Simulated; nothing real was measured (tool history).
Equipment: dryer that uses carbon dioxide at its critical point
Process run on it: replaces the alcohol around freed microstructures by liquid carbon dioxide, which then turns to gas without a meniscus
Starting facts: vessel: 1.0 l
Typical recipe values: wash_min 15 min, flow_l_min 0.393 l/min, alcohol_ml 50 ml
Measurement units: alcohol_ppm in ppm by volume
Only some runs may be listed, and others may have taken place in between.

{"run": 1, "hour": 0.0, "wash_min": 15, "flow_l_min": 0.393, "alcohol_ml": 50, "alcohol_ppm": 387}
{"run": 2, "hour": 9.4, "wash_min": 15, "flow_l_min": 0.393, "alcohol_ml": 50, "alcohol_ppm": 391}
{"run": 3, "hour": 14.8, "wash_min": 15, "flow_l_min": 0.393, "alcohol_ml": 50, "alcohol_ppm": 400}
{"run": 4, "hour": 27.1, "wash_min": 15, "flow_l_min": 0.393, "alcohol_ml": 50, "alcohol_ppm": 401}
{"run": 5, "hour": 37.6, "wash_min": 15, "flow_l_min": 0.393, "alcohol_ml": 50, "alcohol_ppm": 400}
{"hour": 42.8, "done": "inlet filter changed"}
{"run": 6, "hour": 46.8, "wash_min": 17, "flow_l_min": 0.393, "alcohol_ml": 50, "alcohol_ppm": 141}
{"run": 7, "hour": 55.5, "wash_min": 13, "flow_l_min": 0.393, "alcohol_ml": 50, "alcohol_ppm": 435}
{"run": 8, "hour": 65.7, "wash_min": 15, "flow_l_min": 0.549, "alcohol_ml": 50, "alcohol_ppm": 80}
{"run": 9, "hour": 75.7, "wash_min": 15, "flow_l_min": 0.393, "alcohol_ml": 50, "alcohol_ppm": 257}
{"run": 10, "hour": 86.2, "wash_min": 16, "flow_l_min": 0.393, "alcohol_ml": 50, "alcohol_ppm": 192}
{"run": 11, "hour": 98.5, "wash_min": 15, "flow_l_min": 0.29, "alcohol_ml": 50, "alcohol_ppm": 907}
{"run": 12, "hour": 104.9, "wash_min": 15, "flow_l_min": 0.29, "alcohol_ml": 50, "alcohol_ppm": 909}
{"run": 13, "hour": 113.2, "wash_min": 19, "flow_l_min": 0.393, "alcohol_ml": 50, "alcohol_ppm": 115}
{"run": 14, "hour": 119.2, "wash_min": 19, "flow_l_min": 0.393, "alcohol_ml": 50, "alcohol_ppm": 123}
{"run": 15, "hour": 127.5, "wash_min": 15, "flow_l_min": 0.393, "alcohol_ml": 92, "alcohol_ppm": 431}
{"run": 16, "hour": 134.7, "wash_min": 15, "flow_l_min": 0.393, "alcohol_ml": 92, "alcohol_ppm": 432}
{"run": 17, "hour": 141.9, "wash_min": 15, "flow_l_min": 0.393, "alcohol_ml": 92, "alcohol_ppm": 447}
{"run": 18, "hour": 150.4, "wash_min": 15, "flow_l_min": 0.393, "alcohol_ml": 50, "alcohol_ppm": 283}
{"run": 19, "hour": 161.5, "wash_min": 15, "flow_l_min": 0.393, "alcohol_ml": 77, "alcohol_ppm": 378}
{"run": 20, "hour": 173.1, "wash_min": 24, "flow_l_min": 0.393, "alcohol_ml": 50, "alcohol_ppm": 92}
{"run": 21, "hour": 178.6, "wash_min": 15, "flow_l_min": 0.393, "alcohol_ml": 50, "alcohol_ppm": 298}
{"run": 22, "hour": 185.7, "wash_min": 15, "flow_l_min": 0.393, "alcohol_ml": 50, "alcohol_ppm": 297}
{"run": 23, "hour": 194.1, "wash_min": 15, "flow_l_min": 0.393, "alcohol_ml": 50, "alcohol_ppm": 283}
{"run": 24, "hour": 204.0, "wash_min": 9, "flow_l_min": 0.606, "alcohol_ml": 67, "alcohol_ppm": 512}
{"run": 25, "hour": 214.9, "wash_min": 15, "flow_l_min": 0.393, "alcohol_ml": 24, "alcohol_ppm": 198}
{"run": 26, "hour": 222.8, "wash_min": 15, "flow_l_min": 0.277, "alcohol_ml": 49, "alcohol_ppm": 1184}
{"run": 27, "hour": 233.2, "wash_min": 15, "flow_l_min": 0.417, "alcohol_ml": 50, "alcohol_ppm": 251}
{"run": 28, "hour": 241.7, "wash_min": 12, "flow_l_min": 0.606, "alcohol_ml": 31, "alcohol_ppm": 148}
{"run": 29, "hour": 252.1, "wash_min": 18, "flow_l_min": 0.348, "alcohol_ml": 50, "alcohol_ppm": 253}
{"run": 30, "hour": 258.5, "wash_min": 18, "flow_l_min": 0.348, "alcohol_ml": 50, "alcohol_ppm": 274}
{"run": 31, "hour": 264.5, "wash_min": 15, "flow_l_min": 0.587, "alcohol_ml": 105, "alcohol_ppm": 144}
{"run": 32, "hour": 274.8, "wash_min": 9, "flow_l_min": 0.312, "alcohol_ml": 39, "alcohol_ppm": 3113}
{"run": 33, "hour": 285.1, "wash_min": 23, "flow_l_min": 0.351, "alcohol_ml": 28, "alcohol_ppm": 123}
{"run": 34, "hour": 297.7, "wash_min": 23, "flow_l_min": 0.351, "alcohol_ml": 28, "alcohol_ppm": 138}
{"run": 35, "hour": 304.8, "wash_min": 23, "flow_l_min": 0.351, "alcohol_ml": 28, "alcohol_ppm": 128}
{"run": 36, "hour": 312.9, "wash_min": 23, "flow_l_min": 0.244, "alcohol_ml": 57, "alcohol_ppm": 489}
{"run": 37, "hour": 321.3, "wash_min": 23, "flow_l_min": 0.244, "alcohol_ml": 57, "alcohol_ppm": 495}
{"run": 38, "hour": 332.3, "wash_min": 15, "flow_l_min": 0.484, "alcohol_ml": 22, "alcohol_ppm": 148}
{"run": 39, "hour": 340.9, "wash_min": 9, "flow_l_min": 0.484, "alcohol_ml": 52, "alcohol_ppm": 1117}
{"run": 40, "hour": 348.2, "wash_min": 10, "flow_l_min": 0.419, "alcohol_ml": 50, "alcohol_ppm": 1265}
{"run": 41, "hour": 357.2, "wash_min": 11, "flow_l_min": 0.353, "alcohol_ml": 79, "alcohol_ppm": 2529}
{"run": 42, "hour": 364.2, "wash_min": 16, "flow_l_min": 0.393, "alcohol_ml": 45, "alcohol_ppm": 274}
{"run": 43, "hour": 375.3, "wash_min": 16, "flow_l_min": 0.393, "alcohol_ml": 45, "alcohol_ppm": 294}
{"run": 44, "hour": 381.7, "wash_min": 10, "flow_l_min": 0.651, "alcohol_ml": 33, "alcohol_ppm": 219}
{"run": 45, "hour": 392.4, "wash_min": 10, "flow_l_min": 0.651, "alcohol_ml": 33, "alcohol_ppm": 230}
{"run": 46, "hour": 401.3, "wash_min": 18, "flow_l_min": 0.393, "alcohol_ml": 118, "alcohol_ppm": 354}

Predict each of these 5 candidate next runs independently; none follows another, all start after run 46:
{"run": "A", "hour": 414.0, "wash_min": 18, "flow_l_min": 0.263, "alcohol_ml": 118, "alcohol_ppm": "?"}
{"run": "B", "hour": 414.0, "wash_min": 11, "flow_l_min": 0.393, "alcohol_ml": 99, "alcohol_ppm": "?"}
{"run": "C", "hour": 414.0, "wash_min": 15, "flow_l_min": 0.393, "alcohol_ml": 45, "alcohol_ppm": "?"}
{"run": "D", "hour": 414.0, "wash_min": 14, "flow_l_min": 0.604, "alcohol_ml": 57, "alcohol_ppm": "?"}
{"run": "E", "hour": 414.0, "wash_min": 15, "flow_l_min": 0.393, "alcohol_ml": 50, "alcohol_ppm": "?"}

run=A alcohol_ppm=1990
run=B alcohol_ppm=2237
run=C alcohol_ppm=382
run=D alcohol_ppm=164
run=E alcohol_ppm=397
What these runs would have given with no unlogged condition in the tool:
run=A alcohol_ppm=1312
run=B alcohol_ppm=1527
run=C alcohol_ppm=162
run=D alcohol_ppm=18
run=E alcohol_ppm=167
